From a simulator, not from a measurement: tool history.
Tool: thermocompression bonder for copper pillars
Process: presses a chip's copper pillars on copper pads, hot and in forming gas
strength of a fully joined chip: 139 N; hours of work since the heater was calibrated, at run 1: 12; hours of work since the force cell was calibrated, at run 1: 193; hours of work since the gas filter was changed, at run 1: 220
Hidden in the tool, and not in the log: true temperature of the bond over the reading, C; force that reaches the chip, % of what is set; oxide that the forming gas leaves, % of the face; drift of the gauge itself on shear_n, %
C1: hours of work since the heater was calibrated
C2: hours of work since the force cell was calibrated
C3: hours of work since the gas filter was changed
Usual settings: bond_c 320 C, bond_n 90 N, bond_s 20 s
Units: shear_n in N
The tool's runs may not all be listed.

run 1 day=0 | bond_c=320 bond_n=90 bond_s=20 | C1=12 C2=193 C3=220 | shear_n=81.6
run 2 day=0.238 | bond_c=320 bond_n=90 bond_s=20 | C1=15 C2=196 C3=223 | shear_n=81.2
run 3 day=0.512 | bond_c=320 bond_n=90 bond_s=20 | C1=18 C2=199 C3=226 | shear_n=81.4
run 4 day=0.917 | bond_c=320 bond_n=82 bond_s=20 | C1=23 C2=204 C3=231 | shear_n=75.9
run 5 day=1.146 | bond_c=320 bond_n=82 bond_s=20 | C1=26 C2=207 C3=234 | shear_n=75.4
run 6 day=1.421 | bond_c=320 bond_n=82 bond_s=20 | C1=30 C2=211 C3=238 | shear_n=75.1
run 7 day=1.654 | bond_c=320 bond_n=82 bond_s=20 | C1=33 C2=214 C3=241 | shear_n=77.2
run 8 day=2.096 | bond_c=346 bond_n=90 bond_s=20 | C1=38 C2=219 C3=246 | shear_n=98.7
run 9 day=2.379 | bond_c=346 bond_n=90 bond_s=20 | C1=42 C2=223 C3=250 | shear_n=98.8
run 10 day=2.796 | bond_c=346 bond_n=90 bond_s=20 | C1=47 C2=228 C3=255 | shear_n=98.1
run 11 day=3.208 | bond_c=346 bond_n=90 bond_s=22 | C1=52 C2=234 C3=261 | shear_n=98.5
run 12 day=3.488 | bond_c=346 bond_n=90 bond_s=22 | C1=56 C2=237 C3=264 | shear_n=101.1
run 13 day=3.908 | bond_c=346 bond_n=90 bond_s=22 | C1=61 C2=242 C3=270 | shear_n=99.4
run 14 day=4.229 | bond_c=320 bond_n=90 bond_s=14 | C1=65 C2=247 C3=274 | shear_n=72.9
run 15 day=4.521 | bond_c=320 bond_n=90 bond_s=14 | C1=69 C2=250 C3=277 | shear_n=73
run 16 day=4.862 | bond_c=320 bond_n=90 bond_s=14 | C1=73 C2=255 C3=282 | shear_n=73
run 17 day=5.304 | bond_c=320 bond_n=90 bond_s=14 | C1=79 C2=260 C3=287 | shear_n=73.2
run 18 day=5.688 | bond_c=320 bond_n=90 bond_s=14 | C1=84 C2=265 C3=292 | shear_n=71.6
run 19 day=5.912 | bond_c=320 bond_n=90 bond_s=26 | C1=87 C2=268 C3=295 | shear_n=86.5
run 20 day=6.162 | bond_c=325 bond_n=93 bond_s=26 | C1=90 C2=271 C3=298 | shear_n=91.7
run 21 day=6.383 | bond_c=301 bond_n=93 bond_s=18 | C1=93 C2=274 C3=301 | shear_n=66.9
run 22 day=6.575 | bond_c=311 bond_n=90 bond_s=20 | C1=95 C2=276 C3=303 | shear_n=72.9
run 23 day=6.833 | bond_c=318 bond_n=65 bond_s=17 | C1=98 C2=280 C3=307 | shear_n=56
run 24 day=7.267 | bond_c=320 bond_n=61 bond_s=20 | C1=104 C2=285 C3=312 | shear_n=58
run 25 day=7.517 | bond_c=320 bond_n=90 bond_s=30 | C1=107 C2=288 C3=315 | shear_n=90.1
run 26 day=7.825 | bond_c=320 bond_n=99 bond_s=16 | C1=111 C2=292 C3=319 | shear_n=82.6
run 27 day=8.038 | bond_c=320 bond_n=99 bond_s=16 | C1=114 C2=295 C3=322 | shear_n=82.9
run 28 day=8.462 | bond_c=320 bond_n=99 bond_s=16 | C1=119 C2=300 C3=327 | shear_n=80.4
run 29 day=8.846 | bond_c=320 bond_n=90 bond_s=30 | C1=124 C2=305 C3=332 | shear_n=90
run 30 day=9.242 | bond_c=333 bond_n=115 bond_s=28 | C1=129 C2=310 C3=337 | shear_n=108
run 31 day=9.479 | bond_c=325 bond_n=80 bond_s=20 | C1=132 C2=313 C3=340 | shear_n=75.3
run 32 day=9.871 | bond_c=325 bond_n=80 bond_s=20 | C1=137 C2=318 C3=345 | shear_n=75.7
run 33 day=10.292 | bond_c=315 bond_n=74 bond_s=20 | C1=142 C2=324 C3=351 | shear_n=63.4
run 34 day=10.75 | bond_c=315 bond_n=74 bond_s=20 | C1=148 C2=329 C3=356 | shear_n=64.6
run 35 day=11.171 | bond_c=320 bond_n=90 bond_s=25 | C1=153 C2=335 C3=362 | shear_n=85.7
run 36 day=11.467 | bond_c=320 bond_n=90 bond_s=25 | C1=157 C2=338 C3=366 | shear_n=85.9

Measured less the same run without the tool's hidden state. The same run-to-run variation is in both; the gauge's scatter may not be:
run=1 shear_n=-2.9
run=2 shear_n=-2.9
run=3 shear_n=-3
run=4 shear_n=-2.7
run=5 shear_n=-2.7
run=6 shear_n=-2.7
run=7 shear_n=-2.9
run=8 shear_n=-4.2
run=9 shear_n=-4.3
run=10 shear_n=-4.4
run=11 shear_n=-4.5
run=12 shear_n=-4.6
run=13 shear_n=-4.7
run=14 shear_n=-3
run=15 shear_n=-3
run=16 shear_n=-3.1
run=17 shear_n=-3.1
run=18 shear_n=-3.2
run=19 shear_n=-4.1
run=20 shear_n=-4.5
run=21 shear_n=-2.9
run=22 shear_n=-3.3
run=23 shear_n=-2.4
run=24 shear_n=-2.5
run=25 shear_n=-4.6
run=26 shear_n=-4.1
run=27 shear_n=-4.1
run=28 shear_n=-4.1
run=29 shear_n=-4.9
run=30 shear_n=-6.8
run=31 shear_n=-3.9
run=32 shear_n=-4
run=33 shear_n=-3.2
run=34 shear_n=-3.3
run=35 shear_n=-4.9
run=36 shear_n=-5
